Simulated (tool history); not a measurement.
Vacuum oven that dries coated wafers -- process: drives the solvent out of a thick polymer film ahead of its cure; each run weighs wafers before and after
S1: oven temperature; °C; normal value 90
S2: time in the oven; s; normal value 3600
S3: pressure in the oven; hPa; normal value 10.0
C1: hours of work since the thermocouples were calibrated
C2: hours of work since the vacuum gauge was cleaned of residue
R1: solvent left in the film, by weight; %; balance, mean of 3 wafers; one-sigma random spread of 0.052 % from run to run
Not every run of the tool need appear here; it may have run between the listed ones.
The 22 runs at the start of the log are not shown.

run	day	S1	S2	S3	C1	C2	R1
23	13.267	90	3600	7.5	168	710	1.60
24	13.654	90	3600	7.5	174	715	1.47
25	14.029	83	4260	8.6	179	721	2.59
26	14.521	100	3600	12.5	186	728	0.49
27	15.158	100	3600	12.5	195	737	0.57
28	15.783	100	3600	12.5	204	746	0.51
29	16.588	100	3600	12.5	216	758	0.51
30	17.067	84	1860	18.6	223	765	6.99
31	17.629	92	1860	5.7	231	773	3.76
32	18.192	86	2400	12.6	239	781	4.63
33	19.054	86	2400	12.6	251	793	4.56
34	19.721	86	2400	12.6	261	803	4.59
35	20.412	76	2400	8.2	271	813	8.13
36	20.996	77	3600	39.3	279	821	6.69
37	21.783	90	1920	10.0	291	832	4.40
38	22.667	90	4080	18.8	303	845	1.42
39	23.133	93	3600	10.0	310	852	1.05
40	23.717	93	6240	23.6	318	860	0.77
41	24.496	93	6240	23.6	330	872	0.74
42	25.400	99	2400	23.6	343	885	1.48
43	26.042	90	3600	16.5	352	894	1.82
44	26.496	90	3600	16.5	358	900	1.84
45	27.388	90	2520	38.7	371	913	3.76
46	27.800	90	2640	6.2	377	919	2.73

Each row is a separate what-if for the run after 46, all from the same tool condition, not one after another. Results?
A	28.183	104	3540	5.1	383	925	?
B	28.183	90	4380	6.2	383	925	?
C	28.183	82	2100	15.4	383	925	?
D	28.183	95	3600	10.0	383	925	?
E	28.183	81	1920	18.6	383	925	?

run	R1
A	0.18
B	0.93
C	6.81
D	0.84
E	7.87
With no hidden state in the tool, these same runs would have given:
run	R1
A	0.18
B	0.92
C	6.79
D	0.83
E	7.85
